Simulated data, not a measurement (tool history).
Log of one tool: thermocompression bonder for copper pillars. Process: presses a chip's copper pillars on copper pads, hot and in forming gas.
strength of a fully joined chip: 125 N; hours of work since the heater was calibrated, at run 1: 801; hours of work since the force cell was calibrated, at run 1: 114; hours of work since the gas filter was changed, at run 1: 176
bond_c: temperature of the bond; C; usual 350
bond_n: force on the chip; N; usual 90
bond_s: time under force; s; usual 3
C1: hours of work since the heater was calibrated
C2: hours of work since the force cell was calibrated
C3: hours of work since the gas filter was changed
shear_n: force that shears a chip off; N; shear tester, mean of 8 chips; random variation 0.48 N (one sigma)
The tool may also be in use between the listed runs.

{"run": 1, "hour": 0.0, "bond_c": 350, "bond_n": 90, "bond_s": 3, "C1": 801, "C2": 114, "C3": 176, "shear_n": 51.2}
{"run": 2, "hour": 13.1, "bond_c": 360, "bond_n": 90, "bond_s": 3, "C1": 808, "C2": 120, "C3": 182, "shear_n": 56.6}
{"run": 3, "hour": 19.6, "bond_c": 350, "bond_n": 64, "bond_s": 3, "C1": 811, "C2": 124, "C3": 186, "shear_n": 39.9}
{"run": 4, "hour": 28.1, "bond_c": 350, "bond_n": 90, "bond_s": 3, "C1": 815, "C2": 128, "C3": 190, "shear_n": 52.6}
{"run": 5, "hour": 33.7, "bond_c": 350, "bond_n": 90, "bond_s": 3, "C1": 818, "C2": 130, "C3": 192, "shear_n": 51.7}
{"run": 6, "hour": 41.9, "bond_c": 379, "bond_n": 90, "bond_s": 3, "C1": 821, "C2": 134, "C3": 196, "shear_n": 65.1}
{"run": 7, "hour": 48.0, "bond_c": 379, "bond_n": 90, "bond_s": 3, "C1": 824, "C2": 137, "C3": 199, "shear_n": 66.2}
{"run": 8, "hour": 58.6, "bond_c": 356, "bond_n": 90, "bond_s": 3, "C1": 830, "C2": 142, "C3": 204, "shear_n": 54.7}
{"run": 9, "hour": 70.8, "bond_c": 350, "bond_n": 55, "bond_s": 3, "C1": 835, "C2": 148, "C3": 210, "shear_n": 35.0}
{"run": 10, "hour": 77.4, "bond_c": 372, "bond_n": 90, "bond_s": 3, "C1": 839, "C2": 151, "C3": 213, "shear_n": 63.2}
{"run": 11, "hour": 88.3, "bond_c": 350, "bond_n": 94, "bond_s": 3, "C1": 844, "C2": 157, "C3": 218, "shear_n": 52.9}
{"run": 12, "hour": 98.2, "bond_c": 350, "bond_n": 94, "bond_s": 3, "C1": 848, "C2": 161, "C3": 223, "shear_n": 53.3}
{"run": 13, "hour": 106.7, "bond_c": 350, "bond_n": 90, "bond_s": 3, "C1": 853, "C2": 165, "C3": 227, "shear_n": 51.1}
{"run": 14, "hour": 113.1, "bond_c": 350, "bond_n": 90, "bond_s": 3, "C1": 856, "C2": 168, "C3": 230, "shear_n": 50.7}
{"run": 15, "hour": 125.6, "bond_c": 350, "bond_n": 90, "bond_s": 3, "C1": 862, "C2": 174, "C3": 236, "shear_n": 52.1}
{"run": 16, "hour": 132.3, "bond_c": 350, "bond_n": 90, "bond_s": 3, "C1": 865, "C2": 178, "C3": 240, "shear_n": 51.2}
{"run": 17, "hour": 142.9, "bond_c": 350, "bond_n": 90, "bond_s": 3, "C1": 870, "C2": 183, "C3": 245, "shear_n": 51.5}
{"run": 18, "hour": 155.0, "bond_c": 350, "bond_n": 90, "bond_s": 3, "C1": 876, "C2": 188, "C3": 250, "shear_n": 50.9}
{"run": 19, "hour": 163.0, "bond_c": 350, "bond_n": 90, "bond_s": 2, "C1": 880, "C2": 192, "C3": 254, "shear_n": 43.5}
{"run": 20, "hour": 168.5, "bond_c": 350, "bond_n": 83, "bond_s": 5, "C1": 882, "C2": 195, "C3": 257, "shear_n": 57.7}
{"run": 21, "hour": 175.2, "bond_c": 350, "bond_n": 83, "bond_s": 5, "C1": 885, "C2": 198, "C3": 260, "shear_n": 58.4}
{"run": 22, "hour": 183.0, "bond_c": 350, "bond_n": 83, "bond_s": 5, "C1": 889, "C2": 202, "C3": 264, "shear_n": 57.3}
{"run": 23, "hour": 192.3, "bond_c": 350, "bond_n": 58, "bond_s": 3, "C1": 894, "C2": 206, "C3": 268, "shear_n": 36.2}
{"run": 24, "hour": 202.4, "bond_c": 342, "bond_n": 90, "bond_s": 3, "C1": 898, "C2": 211, "C3": 273, "shear_n": 47.2}
{"run": 25, "hour": 214.3, "bond_c": 343, "bond_n": 68, "bond_s": 2, "C1": 904, "C2": 217, "C3": 279, "shear_n": 32.3}
{"run": 26, "hour": 223.2, "bond_c": 367, "bond_n": 56, "bond_s": 5, "C1": 908, "C2": 221, "C3": 283, "shear_n": 51.1}
{"run": 27, "hour": 234.5, "bond_c": 342, "bond_n": 55, "bond_s": 5, "C1": 914, "C2": 227, "C3": 289, "shear_n": 39.4}
{"run": 28, "hour": 245.1, "bond_c": 323, "bond_n": 118, "bond_s": 5, "C1": 919, "C2": 232, "C3": 294, "shear_n": 57.8}
{"run": 29, "hour": 253.4, "bond_c": 350, "bond_n": 99, "bond_s": 9, "C1": 923, "C2": 236, "C3": 298, "shear_n": 77.1}
{"run": 30, "hour": 264.5, "bond_c": 350, "bond_n": 99, "bond_s": 9, "C1": 928, "C2": 241, "C3": 303, "shear_n": 77.1}
{"run": 31, "hour": 270.0, "bond_c": 350, "bond_n": 99, "bond_s": 9, "C1": 931, "C2": 244, "C3": 306, "shear_n": 76.7}
{"run": 32, "hour": 276.2, "bond_c": 350, "bond_n": 119, "bond_s": 6, "C1": 934, "C2": 247, "C3": 308, "shear_n": 77.6}
{"run": 33, "hour": 285.9, "bond_c": 350, "bond_n": 119, "bond_s": 6, "C1": 938, "C2": 251, "C3": 313, "shear_n": 76.9}
{"run": 34, "hour": 292.9, "bond_c": 324, "bond_n": 92, "bond_s": 5, "C1": 942, "C2": 255, "C3": 317, "shear_n": 48.1}
{"run": 35, "hour": 305.2, "bond_c": 348, "bond_n": 68, "bond_s": 2, "C1": 948, "C2": 260, "C3": 322, "shear_n": 34.0}

Measured less the same run without the tool's hidden state. The same run-to-run variation is in both; the gauge's scatter may not be:
The hidden state here: true temperature of the bond over the reading, C; force that reaches the chip, % of what is set; oxide that the forming gas leaves, % of the face; drift of the gauge itself on shear_n, %.
run=1 shear_n=+1.1
run=2 shear_n=+0.9
run=3 shear_n=+1.0
run=4 shear_n=+1.0
run=5 shear_n=+1.0
run=6 shear_n=+0.3
run=7 shear_n=+0.4
run=8 shear_n=+0.8
run=9 shear_n=+0.8
run=10 shear_n=+0.4
run=11 shear_n=+0.7
run=12 shear_n=+0.7
run=13 shear_n=+0.7
run=14 shear_n=+0.7
run=15 shear_n=+0.6
run=16 shear_n=+0.6
run=17 shear_n=+0.5
run=18 shear_n=+0.5
run=19 shear_n=+0.5
run=20 shear_n=+0.3
run=21 shear_n=+0.3
run=22 shear_n=+0.3
run=23 shear_n=+0.5
run=24 shear_n=+0.4
run=25 shear_n=+0.5
run=26 shear_n=+0.1
run=27 shear_n=+0.5
run=28 shear_n=+0.3
run=29 shear_n=-1.1
run=30 shear_n=-1.1
run=31 shear_n=-1.2
run=32 shear_n=-1.1
run=33 shear_n=-1.2
run=34 shear_n=+0.4
run=35 shear_n=+0.2
